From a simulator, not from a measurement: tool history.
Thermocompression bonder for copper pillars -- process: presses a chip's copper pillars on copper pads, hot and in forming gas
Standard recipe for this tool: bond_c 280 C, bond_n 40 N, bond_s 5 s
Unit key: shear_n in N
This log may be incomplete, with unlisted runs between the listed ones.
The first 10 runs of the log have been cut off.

run,hour,bond_c,bond_n,bond_s,hours of work since the heater was calibrated,hours of work since the force cell was calibrated,hours of work since the gas filter was changed,shear_n
11,92.1,280,40,9,247,226,282,78.1
12,103.1,280,40,5,252,231,287,67.4
13,113,294,40,5,257,236,292,76.1
14,122.1,294,40,5,261,240,296,73.3
15,128.9,294,40,5,264,243,300,75.7
16,134.2,294,40,5,267,246,302,75.2
17,139.4,294,40,5,269,248,305,76
18,147.2,280,40,12,273,252,308,82.8
19,155.8,256,45,12,277,256,312,75.2

Estimate the outcome of run 20 from the log above:
20,166.1,256,45,12,282,261,317,?

Run 20 came out at shear_n 77.1 N.
On a tool with no hidden condition, and with the same random variation, this run would have come out at shear_n 82.8 N.
